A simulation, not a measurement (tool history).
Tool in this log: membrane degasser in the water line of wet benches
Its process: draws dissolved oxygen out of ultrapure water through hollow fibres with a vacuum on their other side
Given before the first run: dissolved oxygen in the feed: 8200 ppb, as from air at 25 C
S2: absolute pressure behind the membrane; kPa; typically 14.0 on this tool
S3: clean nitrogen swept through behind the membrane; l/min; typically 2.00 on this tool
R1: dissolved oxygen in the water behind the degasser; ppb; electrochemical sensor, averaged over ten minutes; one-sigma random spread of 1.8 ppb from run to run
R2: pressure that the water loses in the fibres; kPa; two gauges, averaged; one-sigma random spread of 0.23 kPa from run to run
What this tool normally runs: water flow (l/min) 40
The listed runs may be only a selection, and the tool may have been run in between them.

run 1 hour=0.0 | water_flow_(l/min)=40 S2=14.0 S3=2.00 | R1=476.6 R2=61.83
run 2 hour=189.4 | water_flow_(l/min)=40 S2=14.0 S3=2.00 | R1=475.6 R2=62.22
run 3 hour=291.7 | water_flow_(l/min)=40 S2=14.0 S3=0.99 | R1=820.8 R2=62.21
run 4 hour=421.1 | water_flow_(l/min)=40 S2=9.3 S3=2.00 | R1=283.4 R2=61.94
run 5 hour=523.4 | water_flow_(l/min)=40 S2=9.3 S3=2.00 | R1=284.5 R2=61.78
run 6 hour=671.9 | water_flow_(l/min)=40 S2=9.3 S3=2.21 | R1=262.2 R2=62.62
run 7 hour=794.7 | water_flow_(l/min)=40 S2=14.0 S3=2.00 | R1=475.4 R2=62.27
run 8 hour=905.0 | water_flow_(l/min)=40 S2=29.9 S3=2.00 | R1=1070.0 R2=62.17
-- hour=937.2 vacuum gauge calibrated
run 9 hour=1001.2 | water_flow_(l/min)=40 S2=14.0 S3=2.00 | R1=473.8 R2=62.10
run 10 hour=1146.6 | water_flow_(l/min)=40 S2=18.2 S3=2.00 | R1=644.4 R2=61.90
run 11 hour=1247.4 | water_flow_(l/min)=40 S2=18.2 S3=2.00 | R1=644.7 R2=62.37
run 12 hour=1401.7 | water_flow_(l/min)=40 S2=14.0 S3=2.00 | R1=474.8 R2=62.08
run 13 hour=1484.1 | water_flow_(l/min)=40 S2=14.0 S3=2.00 | R1=476.3 R2=62.40
run 14 hour=1632.8 | water_flow_(l/min)=40 S2=14.0 S3=2.00 | R1=478.9 R2=62.49
run 15 hour=1822.7 | water_flow_(l/min)=30 S2=18.2 S3=2.99 | R1=352.7 R2=46.79
run 16 hour=1924.0 | water_flow_(l/min)=39 S2=29.5 S3=1.14 | R1=1571.9 R2=61.39
run 17 hour=2012.8 | water_flow_(l/min)=39 S2=29.5 S3=1.14 | R1=1563.5 R2=61.25
run 18 hour=2184.5 | water_flow_(l/min)=57 S2=14.0 S3=5.45 | R1=293.5 R2=89.95
run 19 hour=2358.4 | water_flow_(l/min)=57 S2=14.0 S3=5.45 | R1=294.3 R2=89.61
run 20 hour=2475.5 | water_flow_(l/min)=56 S2=24.9 S3=5.45 | R1=532.1 R2=87.39
run 21 hour=2590.7 | water_flow_(l/min)=25 S2=24.9 S3=2.60 | R1=481.0 R2=39.43
run 22 hour=2774.3 | water_flow_(l/min)=43 S2=12.8 S3=1.08 | R1=740.3 R2=67.52
run 23 hour=2895.5 | water_flow_(l/min)=48 S2=12.8 S3=1.23 | R1=729.3 R2=75.84
run 24 hour=3016.7 | water_flow_(l/min)=48 S2=12.8 S3=1.23 | R1=733.7 R2=75.65
run 25 hour=3187.8 | water_flow_(l/min)=29 S2=25.7 S3=2.00 | R1=709.5 R2=45.43
run 26 hour=3336.6 | water_flow_(l/min)=26 S2=21.1 S3=0.86 | R1=1038.5 R2=41.33

Below, some changes in R1 between adjacent runs. For each, the amount present without the hidden state too (settings, incoming material, random variation) and the amount remaining for the hidden state with gauge scatter not shared by both compared results:
Hidden state present: membrane still open, %; true pressure behind the membrane over the reading, kPa; air that leaks in behind the membrane, l/min; drift of the gauge itself on oxygen_ppb, %; drift of the gauge itself on loss_of_pressure_kpa, %.
Run 15 -> 16: water flow (l/min) 30 -> 39, S2 18.2 -> 29.5, S3 2.99 -> 1.14. R1 +1219.2 ppb: hidden state +3.3, all else +1215.9.
Run 17 -> 18: water flow (l/min) 39 -> 57, S2 29.5 -> 14.0, S3 1.14 -> 5.45. R1 -1270.0 ppb: hidden state +1.2, all else -1271.2.
Run 21 -> 22: water flow (l/min) 25 -> 43, S2 24.9 -> 12.8, S3 2.60 -> 1.08. R1 +259.3 ppb: hidden state +6.4, all else +252.9.
Run 24 -> 25: water flow (l/min) 48 -> 29, S2 12.8 -> 25.7, S3 1.23 -> 2.00. R1 -24.2 ppb: hidden state -5.1, all else -19.1.

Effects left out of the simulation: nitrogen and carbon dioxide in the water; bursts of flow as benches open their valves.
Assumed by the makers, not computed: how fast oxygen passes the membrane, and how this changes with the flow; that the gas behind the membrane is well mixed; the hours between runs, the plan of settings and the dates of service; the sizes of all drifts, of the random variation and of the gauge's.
